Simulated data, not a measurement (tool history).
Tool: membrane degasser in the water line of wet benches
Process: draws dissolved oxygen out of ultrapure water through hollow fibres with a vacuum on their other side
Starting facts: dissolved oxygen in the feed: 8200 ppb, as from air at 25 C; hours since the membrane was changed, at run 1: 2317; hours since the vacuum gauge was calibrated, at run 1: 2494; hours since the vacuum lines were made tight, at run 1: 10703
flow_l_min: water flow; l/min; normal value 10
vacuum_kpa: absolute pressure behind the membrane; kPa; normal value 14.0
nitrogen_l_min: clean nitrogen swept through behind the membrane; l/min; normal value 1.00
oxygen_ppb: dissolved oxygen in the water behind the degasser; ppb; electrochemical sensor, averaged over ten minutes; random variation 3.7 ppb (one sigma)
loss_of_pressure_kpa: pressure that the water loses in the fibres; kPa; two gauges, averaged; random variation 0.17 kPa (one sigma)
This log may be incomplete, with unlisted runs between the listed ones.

run	day	flow_l_min	vacuum_kpa	nitrogen_l_min	hours since the membrane was changed	hours since the vacuum gauge was calibrated	hours since the vacuum lines were made tight	oxygen_ppb	loss_of_pressure_kpa
1	0.000	10	14.0	1.00	2317	2494	10703	387.5	28.28
2	3.092	10	14.0	1.00	2391	2569	10777	382.1	28.34
3	5.854	10	14.0	1.00	2458	2635	10843	378.4	28.03
4	7.388	10	22.1	1.00	2495	2672	10880	557.8	28.66
5	9.075	10	22.1	1.00	2535	2712	10921	578.8	28.14
6	10.454	10	22.1	1.00	2568	2745	10954	562.0	28.33
7	13.133	10	22.1	1.00	2632	2810	11018	567.3	28.36
8	14.862	10	14.0	1.09	2674	2851	11060	366.5	28.48
9	16.808	10	14.0	1.09	2721	2898	11106	367.7	28.63
10	18.788	10	14.0	1.09	2768	2945	11154	365.4	28.44
11	21.488	10	14.0	1.09	2833	3010	11219	367.9	28.09
12	24.688	10	14.0	1.09	2910	3087	11295	364.6	28.38
13	26.667	14	30.4	2.80	2957	3134	11343	650.9	39.79
14	28.738	14	30.4	2.80	3007	3184	11393	678.0	39.80
15	31.238	14	19.0	0.44	3067	3244	11453	1261.7	39.74
16	34.354	16	10.8	2.62	3142	3319	11527	613.1	45.62
17	37.033	7	14.0	0.40	3206	3383	11592	468.2	19.54
18	39.354	7	14.0	0.40	3262	3439	11647	469.7	20.19
19	42.083	13	27.0	1.00	3327	3504	11713	949.8	36.82
20	45.279	15	14.7	0.62	3404	3581	11790	965.2	42.57
21	46.683	15	14.7	0.62	3438	3615	11823	964.3	42.71
22	49.383	15	14.7	0.62	3502	3680	11888	964.7	42.55
# day 51.975: vacuum gauge calibrated
23	52.383	9	14.0	1.88	3574	10	11960	221.3	25.60

Alternative continuations, all from the tool just after run 23; predict every row:
A	54.708	9	15.4	1.88	3630	66	12015	?	?
B	54.708	16	14.0	1.00	3630	66	12015	?	?
C	54.708	9	18.9	1.00	3630	66	12015	?	?

run	oxygen_ppb	loss_of_pressure_kpa
A	239.2	25.33
B	851.1	45.36
C	429.3	25.58
Without the tool's hidden state the same runs would have given:
run	oxygen_ppb	loss_of_pressure_kpa
A	224.7	24.96
B	823.7	44.70
C	406.2	25.21
